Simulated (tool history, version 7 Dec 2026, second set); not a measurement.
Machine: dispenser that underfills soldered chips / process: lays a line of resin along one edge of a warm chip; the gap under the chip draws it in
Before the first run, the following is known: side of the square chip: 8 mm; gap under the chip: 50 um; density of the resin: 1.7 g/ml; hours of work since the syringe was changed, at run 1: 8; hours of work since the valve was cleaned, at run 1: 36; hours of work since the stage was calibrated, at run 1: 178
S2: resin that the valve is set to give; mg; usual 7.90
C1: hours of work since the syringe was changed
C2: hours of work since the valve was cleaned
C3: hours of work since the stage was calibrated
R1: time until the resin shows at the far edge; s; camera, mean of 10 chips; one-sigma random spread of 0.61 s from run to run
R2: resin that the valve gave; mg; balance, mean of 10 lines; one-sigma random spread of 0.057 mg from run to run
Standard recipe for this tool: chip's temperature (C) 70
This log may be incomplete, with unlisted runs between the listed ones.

{"run": 1, "day": 0.0, "chip's temperature (C)": 70, "S2": 7.9, "C1": 8, "C2": 36, "C3": 178, "R1": 98.1, "R2": 7.72}
{"day": 0.104, "done": "new syringe of resin"}
{"run": 2, "day": 0.375, "chip's temperature (C)": 70, "S2": 7.9, "C1": 5, "C2": 42, "C3": 184, "R1": 75.5, "R2": 7.73}
{"day": 0.675, "done": "new syringe of resin"}
{"run": 3, "day": 0.967, "chip's temperature (C)": 70, "S2": 7.9, "C1": 5, "C2": 52, "C3": 194, "R1": 77.2, "R2": 7.64}
{"day": 1.258, "done": "new syringe of resin"}
{"run": 4, "day": 1.404, "chip's temperature (C)": 70, "S2": 7.9, "C1": 2, "C2": 59, "C3": 202, "R1": 64.7, "R2": 7.62}
{"day": 1.821, "done": "new syringe of resin"}
{"run": 5, "day": 1.821, "chip's temperature (C)": 70, "S2": 7.9, "C1": 0, "C2": 66, "C3": 208, "R1": 55.9, "R2": 7.53}
{"run": 6, "day": 2.267, "chip's temperature (C)": 70, "S2": 7.9, "C1": 8, "C2": 74, "C3": 216, "R1": 94.0, "R2": 7.52}
{"day": 2.417, "done": "new syringe of resin"}
{"run": 7, "day": 2.829, "chip's temperature (C)": 70, "S2": 7.9, "C1": 7, "C2": 83, "C3": 225, "R1": 91.1, "R2": 7.32}
{"day": 3.008, "done": "new syringe of resin"}
{"run": 8, "day": 3.162, "chip's temperature (C)": 70, "S2": 8.02, "C1": 3, "C2": 88, "C3": 231, "R1": 66.1, "R2": 7.38}
{"day": 3.567, "done": "new syringe of resin"}
{"run": 9, "day": 3.688, "chip's temperature (C)": 70, "S2": 8.27, "C1": 2, "C2": 97, "C3": 239, "R1": 62.6, "R2": 7.69}
{"day": 4.15, "done": "new syringe of resin"}
{"run": 10, "day": 4.15, "chip's temperature (C)": 70, "S2": 8.27, "C1": 0, "C2": 105, "C3": 247, "R1": 55.3, "R2": 7.59}
{"run": 11, "day": 4.538, "chip's temperature (C)": 70, "S2": 7.9, "C1": 7, "C2": 111, "C3": 254, "R1": 89.9, "R2": 7.18}
{"day": 4.704, "done": "dispensing valve cleaned and set on the balance"}
{"day": 4.762, "done": "new syringe of resin"}
{"run": 12, "day": 5.1, "chip's temperature (C)": 70, "S2": 7.9, "C1": 6, "C2": 6, "C3": 262, "R1": 81.8, "R2": 7.87}

Run 13 comes next. What will it give?
{"day": 5.325, "done": "new syringe of resin"}
{"run": 13, "day": 5.508, "chip's temperature (C)": 70, "S2": 7.9, "C1": 3, "C2": 13, "C3": 269, "R1": "?", "R2": "?"}

Run 13 yielded R1 68.4 s, R2 7.81 mg.
If the tool had no hidden condition, the same run with the same run-to-run variation would have returned R1 53.4 s, R2 7.89 mg.

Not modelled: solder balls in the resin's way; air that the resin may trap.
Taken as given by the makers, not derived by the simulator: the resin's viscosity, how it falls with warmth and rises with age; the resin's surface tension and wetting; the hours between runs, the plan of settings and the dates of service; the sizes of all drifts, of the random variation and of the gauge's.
